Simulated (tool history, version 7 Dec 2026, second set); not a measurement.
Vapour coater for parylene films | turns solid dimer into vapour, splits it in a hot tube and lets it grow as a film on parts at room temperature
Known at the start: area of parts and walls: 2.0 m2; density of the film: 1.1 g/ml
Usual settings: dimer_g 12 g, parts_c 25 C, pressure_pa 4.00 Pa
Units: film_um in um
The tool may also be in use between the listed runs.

run,hour,dimer_g,parts_c,pressure_pa,film_um
1,0.0,12,25,4.00,4.00
2,29.0,12,25,4.00,3.97
3,72.0,12,25,4.00,3.95
4,103.1,12,25,7.22,3.81
5,144.3,12,25,7.22,3.79
6,171.8,12,25,7.22,3.77
7,209.4,12,25,7.22,3.78
8,246.7,12,25,8.96,3.68
9,285.6,12,32,4.00,3.25
10,328.9,12,25,11.17,3.62
11,359.1,12,25,11.17,3.61
12,396.3,12,25,4.00,3.85
13,439.5,12,27,4.00,3.65
14,466.5,12,27,4.00,3.63
# hour 488.1: trap's valve overhauled
15,509.5,12,27,4.00,3.86
16,551.7,12,27,4.00,3.85
17,591.6,12,25,6.18,3.93
18,616.0,12,25,4.00,4.03
19,658.0,12,25,6.32,3.90
20,685.1,12,25,6.32,3.87
21,729.6,12,25,6.32,3.87
22,767.2,12,25,6.32,3.88
23,794.7,12,21,4.00,4.37
24,828.4,12,22,4.70,4.23
25,859.9,12,33,4.00,3.24
26,886.0,14,37,4.74,3.36
27,914.4,14,37,4.74,3.34
28,957.2,15,30,2.54,4.48
29,995.0,15,30,2.54,4.39
30,1038.1,8,34,5.25,2.04
31,1083.0,8,34,5.25,2.04
32,1115.2,8,34,5.25,2.02
33,1161.3,14,34,2.37,3.70
34,1181.1,14,34,5.21,3.51
# hour 1222.4: trap's valve overhauled
35,1224.5,21,25,9.16,6.81
36,1252.2,9,26,9.16,2.81
37,1294.3,6,19,4.00,2.38
38,1313.5,14,30,10.62,3.92
39,1337.2,7,23,4.00,2.48
40,1363.5,9,18,9.12,3.43
41,1408.3,21,19,10.02,7.80
42,1442.0,21,19,10.02,7.75
43,1475.2,21,35,3.92,5.48
44,1515.5,21,35,3.92,5.43
45,1560.9,21,35,2.41,5.59
46,1582.8,21,35,2.41,5.56

4 ways to go on from here, each from the tool as it stands after run 46. What would each give?
A,1604.2,10,31,10.26,?
B,1604.2,7,36,2.41,?
C,1604.2,21,19,9.37,?
D,1604.2,21,35,2.21,?

run,film_um
A,2.69
B,1.79
C,7.72
D,5.61
Without the tool's hidden state the same runs would have given:
run,film_um
A,2.75
B,1.83
C,7.88
D,5.73
